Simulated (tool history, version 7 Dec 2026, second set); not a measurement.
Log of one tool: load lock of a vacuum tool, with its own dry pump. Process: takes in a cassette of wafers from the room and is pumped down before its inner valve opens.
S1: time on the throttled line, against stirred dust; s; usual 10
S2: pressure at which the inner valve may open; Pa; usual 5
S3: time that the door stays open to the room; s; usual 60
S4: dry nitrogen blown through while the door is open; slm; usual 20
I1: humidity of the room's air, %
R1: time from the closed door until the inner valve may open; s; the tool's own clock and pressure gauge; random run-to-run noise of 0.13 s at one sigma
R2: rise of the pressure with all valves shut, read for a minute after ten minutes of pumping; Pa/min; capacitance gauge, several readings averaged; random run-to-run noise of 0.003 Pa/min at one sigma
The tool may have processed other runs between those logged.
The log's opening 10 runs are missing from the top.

{"run": 11, "hour": 1506.0, "S1": 17, "S2": 5, "S3": 60, "S4": 20, "I1": 44.9, "R1": 24.4, "R2": 0.047}
{"run": 12, "hour": 1707.1, "S1": 17, "S2": 5, "S3": 60, "S4": 20, "I1": 46.9, "R1": 24.5, "R2": 0.048}
{"run": 13, "hour": 1839.9, "S1": 17, "S2": 5, "S3": 60, "S4": 20, "I1": 45.6, "R1": 24.4, "R2": 0.042}
{"run": 14, "hour": 2010.0, "S1": 17, "S2": 5, "S3": 60, "S4": 20, "I1": 44.6, "R1": 24.7, "R2": 0.045}
{"run": 15, "hour": 2204.7, "S1": 17, "S2": 5, "S3": 60, "S4": 20, "I1": 46.3, "R1": 24.3, "R2": 0.045}
{"run": 16, "hour": 2346.0, "S1": 10, "S2": 5, "S3": 60, "S4": 20, "I1": 42.7, "R1": 19.4, "R2": 0.045}
{"run": 17, "hour": 2560.0, "S1": 10, "S2": 5, "S3": 33, "S4": 5, "I1": 44.5, "R1": 19.7, "R2": 0.064}
{"run": 18, "hour": 2768.7, "S1": 6, "S2": 5, "S3": 38, "S4": 20, "I1": 44.1, "R1": 16.7, "R2": 0.042}
{"run": 19, "hour": 2991.7, "S1": 6, "S2": 6, "S3": 38, "S4": 15, "I1": 42, "R1": 16.6, "R2": 0.041}
{"run": 20, "hour": 3127.1, "S1": 6, "S2": 6, "S3": 38, "S4": 15, "I1": 43.8, "R1": 16.3, "R2": 0.045}
{"run": 21, "hour": 3238.5, "S1": 10, "S2": 4, "S3": 149, "S4": 20, "I1": 44.1, "R1": 19.7, "R2": 0.073}
{"run": 22, "hour": 3396.8, "S1": 18, "S2": 5, "S3": 60, "S4": 20, "I1": 45.8, "R1": 25.4, "R2": 0.052}
{"run": 23, "hour": 3509.6, "S1": 11, "S2": 5, "S3": 228, "S4": 6, "I1": 49.9, "R1": 20.3, "R2": 0.163}
{"run": 24, "hour": 3705.6, "S1": 7, "S2": 7, "S3": 136, "S4": 16, "I1": 46.3, "R1": 16.9, "R2": 0.077}
{"run": 25, "hour": 3847.7, "S1": 13, "S2": 7, "S3": 136, "S4": 16, "I1": 44.3, "R1": 21.2, "R2": 0.084}
{"run": 26, "hour": 4020.2, "S1": 10, "S2": 5, "S3": 113, "S4": 20, "I1": 44.9, "R1": 19.7, "R2": 0.07}
{"run": 27, "hour": 4207.0, "S1": 10, "S2": 5, "S3": 113, "S4": 20, "I1": 46, "R1": 19.6, "R2": 0.07}
{"run": 28, "hour": 4410.0, "S1": 10, "S2": 5, "S3": 180, "S4": 20, "I1": 46.6, "R1": 19.8, "R2": 0.082}
{"run": 29, "hour": 4588.6, "S1": 14, "S2": 5, "S3": 140, "S4": 20, "I1": 43, "R1": 22.4, "R2": 0.061}
{"run": 30, "hour": 4794.4, "S1": 14, "S2": 5, "S3": 140, "S4": 20, "I1": 47.8, "R1": 22.5, "R2": 0.072}
{"run": 31, "hour": 4952.0, "S1": 10, "S2": 5, "S3": 163, "S4": 11, "I1": 46.1, "R1": 19.6, "R2": 0.104}
{"run": 32, "hour": 5073.4, "S1": 6, "S2": 4, "S3": 60, "S4": 20, "I1": 44.8, "R1": 17.1, "R2": 0.051}

Each row is a separate what-if for the run after 32, all from the same tool condition, not one after another. Results?
{"run": "A", "hour": 5246.3, "S1": 12, "S2": 6, "S3": 56, "S4": 20, "I1": 41.3, "R1": "?", "R2": "?"}
{"run": "B", "hour": 5246.3, "S1": 6, "S2": 4, "S3": 139, "S4": 20, "I1": 48.1, "R1": "?", "R2": "?"}
{"run": "C", "hour": 5246.3, "S1": 19, "S2": 5, "S3": 60, "S4": 20, "I1": 48.3, "R1": "?", "R2": "?"}
{"run": "D", "hour": 5246.3, "S1": 11, "S2": 4, "S3": 60, "S4": 20, "I1": 41.5, "R1": "?", "R2": "?"}

run=A R1=20.7 R2=0.041
run=B R1=16.9 R2=0.073
run=C R1=26.1 R2=0.048
run=D R1=20.5 R2=0.043
Take away the tool's hidden state, keep each run's random variation, and the runs would have read:
run=A R1=20.7 R2=0.04
run=B R1=16.9 R2=0.071
run=C R1=26.1 R2=0.046
run=D R1=20.5 R2=0.042
